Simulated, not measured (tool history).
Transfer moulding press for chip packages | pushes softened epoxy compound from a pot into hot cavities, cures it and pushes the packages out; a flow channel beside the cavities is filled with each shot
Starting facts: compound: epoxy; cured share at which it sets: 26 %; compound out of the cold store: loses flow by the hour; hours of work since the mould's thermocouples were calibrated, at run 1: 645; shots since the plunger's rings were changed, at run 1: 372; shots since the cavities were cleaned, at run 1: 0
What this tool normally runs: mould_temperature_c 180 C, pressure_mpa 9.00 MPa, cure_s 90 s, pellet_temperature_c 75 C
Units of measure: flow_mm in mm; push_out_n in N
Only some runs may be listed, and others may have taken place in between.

run,hour,mould_temperature_c,pressure_mpa,cure_s,pellet_temperature_c,hours of work since the mould's thermocouples were calibrated,shots since the plunger's rings were changed,shots since the cavities were cleaned,incoming compound's hours out of the cold store,flow_mm,push_out_n
1,0.0,180,9.00,90,75,645,372,0,13.4,991,412
2,12.5,180,9.00,90,75,653,511,139,29.2,886,487
3,35.1,180,10.03,90,75,667,763,391,9.5,1041,650
4,56.7,180,10.03,90,75,680,1004,632,26.0,965,651
5,75.7,180,10.03,90,75,692,1217,845,46.9,849,635
6,96.2,180,10.03,90,75,705,1445,1073,39.4,866,689
# hour 102.1: cavities cleaned with cleaning compound and waxed
7,119.0,180,10.03,90,75,718,1683,189,35.2,884,530
8,131.3,180,10.03,90,75,726,1820,326,24.6,949,564
9,149.5,180,7.84,90,75,738,2023,529,30.7,807,629
10,167.1,177,7.84,90,75,749,2219,725,47.4,739,787
11,187.4,177,7.84,90,75,761,2446,952,18.0,876,882
# hour 205.4: cavities cleaned with cleaning compound and waxed
12,213.3,177,7.84,90,75,777,2718,89,27.1,826,574
13,234.1,186,9.00,90,75,790,2950,321,22.5,888,456
14,254.1,186,9.00,90,75,802,3173,544,37.3,811,451
15,271.2,186,9.00,90,75,813,3363,734,34.3,825,497
16,288.5,187,7.83,90,81,824,3556,927,17.6,841,504
17,305.4,178,8.20,90,81,834,3745,1116,32.4,801,775
# hour 308.6: cavities cleaned with cleaning compound and waxed
# hour 318.0: mould's thermocouples calibrated
18,321.3,178,8.20,90,81,2,3884,120,15.9,893,596
19,341.4,172,6.97,92,75,15,4107,343,13.2,851,1097
# hour 359.1: plunger's sealing rings changed
20,370.8,180,9.00,90,83,32,131,644,42.2,836,601
21,395.9,177,9.00,114,75,47,411,924,22.7,936,546
# hour 415.0: cavities cleaned with cleaning compound and waxed
22,416.0,182,9.00,82,85,59,618,11,36.8,847,446

Forecast run 23:
23,428.6,176,7.47,96,73,67,759,152,36.6,?,?

For run 23 the tool returned flow_mm 783 mm, push_out_n 560 N.
Minus the tool's unlogged condition, the same run would have read flow_mm 787 mm, push_out_n 399 N.
